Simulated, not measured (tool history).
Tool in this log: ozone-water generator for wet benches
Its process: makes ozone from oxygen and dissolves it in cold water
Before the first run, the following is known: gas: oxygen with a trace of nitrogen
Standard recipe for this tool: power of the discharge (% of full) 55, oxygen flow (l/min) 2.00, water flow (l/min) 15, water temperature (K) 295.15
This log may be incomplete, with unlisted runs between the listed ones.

run	hour	power of the discharge (% of full)	oxygen flow (l/min)	water flow (l/min)	water temperature (K)	dissolved ozone (ppm)	ozone in the gas ahead of the water (g/m3)
1	0.0	55	2.00	15	295.15	9.1	121.8
2	97.7	55	2.00	15	295.15	9.1	124.1
3	232.3	55	2.00	15	295.15	9.1	121.8
4	294.9	55	2.00	16	295.15	8.4	120.7
5	420.3	55	2.00	15	295.15	8.9	121.1
6	524.4	55	2.00	14	295.15	9.6	120.8
7	640.6	55	2.00	15	295.15	8.9	122.1
8	749.1	55	2.00	15	295.15	8.8	120.7
9	837.8	55	2.00	15	295.15	8.7	120.6
10	919.2	55	2.00	15	295.15	8.8	120.7
11	997.2	50	2.00	15	295.15	8.2	110.9
12	1076.6	50	2.00	17	295.15	7.2	110.5
13	1212.7	50	2.00	17	295.15	7.1	110.1
14	1280.4	50	2.00	17	295.15	7.1	110.3
15	1386.6	55	2.00	20	295.15	6.5	119.5
16	1456.3	55	1.05	15	295.15	7.8	171.8
17	1582.0	43	1.05	14	295.15	6.7	141.1
# hour 1591.7: water thermometer calibrated
18	1684.5	100	1.05	18	295.15	10.6	279.3
19	1784.2	100	1.05	17	300.15	10.7	277.3
20	1866.1	57	1.37	15	292.15	8.4	150.1
# hour 1957.8: water thermometer calibrated, once more
21	1966.0	55	1.99	17	295.15	7.6	117.3
22	2100.6	71	2.00	15	295.15	10.5	146.5
23	2182.0	96	1.53	15	292.15	13.2	216.8
# hour 2211.3: contactor cleaned
24	2297.6	96	1.53	15	292.15	14.0	217.3
25	2412.6	96	1.53	15	292.15	14.1	213.8
26	2540.1	74	2.00	15	298.15	10.7	147.8
27	2637.2	65	1.50	20	296.15	7.3	157.0
28	2695.2	65	1.50	20	296.15	7.1	157.7
29	2828.8	57	3.46	18	296.15	7.9	87.0
30	2931.8	57	3.46	18	296.15	7.7	86.2
31	3042.4	69	3.46	18	297.15	9.0	102.1
32	3129.2	55	1.29	15	295.15	8.2	149.8

A few steps of dissolved ozone (ppm) between consecutive runs. Split each: what settings, incoming material and random variation would produce without the hidden state, and what is left over for the hidden state, along with gauge scatter present in only one of the two compared results (measured, and without hidden state):
Hidden conditions of the tool in this case: yield of the discharge, % of new electrodes'; contactor's efficiency, % of a clean one's; true water temperature over the reading, C; drift of the gauge itself on ozone_ppm, %; drift of the gauge itself on gas_g_m3, %.
Run 17 -> 18: power of the discharge (% of full) 43 -> 100, water flow (l/min) 14 -> 18, water thermometer calibrated. dissolved ozone (ppm) +3.9: hidden state -1.9, all else +5.8.
Run 19 -> 20: power of the discharge (% of full) 100 -> 57, oxygen flow (l/min) 1.05 -> 1.37, water flow (l/min) 17 -> 15, water temperature (K) 300.15 -> 292.15. dissolved ozone (ppm) -2.3: hidden state +1.3, all else -3.6.
Run 22 -> 23: power of the discharge (% of full) 71 -> 96, oxygen flow (l/min) 2.00 -> 1.53, water temperature (K) 295.15 -> 292.15. dissolved ozone (ppm) +2.7: hidden state -1.4, all else +4.1.
Run 25 -> 26: power of the discharge (% of full) 96 -> 74, oxygen flow (l/min) 1.53 -> 2.00, water temperature (K) 292.15 -> 298.15. dissolved ozone (ppm) -3.4: hidden state +1.0, all else -4.4.
Run 26 -> 27: power of the discharge (% of full) 74 -> 65, oxygen flow (l/min) 2.00 -> 1.50, water flow (l/min) 15 -> 20, water temperature (K) 298.15 -> 296.15. dissolved ozone (ppm) -3.4: hidden state +0.8, all else -4.2.

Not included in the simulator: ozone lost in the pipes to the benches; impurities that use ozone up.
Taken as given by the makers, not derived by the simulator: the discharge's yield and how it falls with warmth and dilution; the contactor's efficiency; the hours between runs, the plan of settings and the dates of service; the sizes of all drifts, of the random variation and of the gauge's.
